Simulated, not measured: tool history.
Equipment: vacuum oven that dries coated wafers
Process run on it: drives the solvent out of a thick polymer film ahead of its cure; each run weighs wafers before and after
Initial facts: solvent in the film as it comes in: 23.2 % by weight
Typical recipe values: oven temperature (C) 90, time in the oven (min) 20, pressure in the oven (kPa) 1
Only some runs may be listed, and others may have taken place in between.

run,hour,oven temperature (C),time in the oven (min),pressure in the oven (kPa),solvent left in the film (%)
1,0,90,20,1,1.57
2,92,90,20,1,1.48
3,142.7,90,12,1,3.56
4,210,90,12,1,3.58
5,266.8,90,20,1,1.49
6,371.8,90,20,0.53,1.22
7,450.2,90,20,1.66,1.8
8,520.1,90,20,1.66,1.56
9,624.3,90,20,1.66,1.63
10,722.5,90,20,1.66,1.68
11,815.7,90,20,1.66,1.63
12,914.2,90,20,3.32,2.29
13,988.1,90,20,1,1.44
14,1082.2,90,20,1,1.36
15,1138.8,90,12,1,3.27
# hour 1192.9: oven's thermocouples calibrated
16,1237.1,90,34,1,0.9
17,1312.3,90,20,2.8,2.84
18,1410.9,90,20,2.8,2.87
19,1465.5,90,20,2.8,2.78
20,1550.4,90,20,2.8,2.95
21,1609.5,86,20,1,3.1
22,1681.7,90,20,1,1.96
23,1778.3,90,20,1,2.15
24,1853.4,90,20,1,2.11
25,1967,101,20,0.5,0.51
26,2027.3,94,29,1.52,1.05
# hour 2114.9: vacuum gauge cleaned of residue and calibrated
27,2130,94,23,1.52,0.93
28,2205.6,92,20,1,1.33
29,2287.3,103,19,1,0.42
30,2362.2,103,19,1,0.42

For run 31, what comes out?
31,2458.8,103,19,1,?

solvent left in the film (%): 0.31
Minus the tool's unlogged condition, the same run would have read solvent left in the film (%) 0.36.
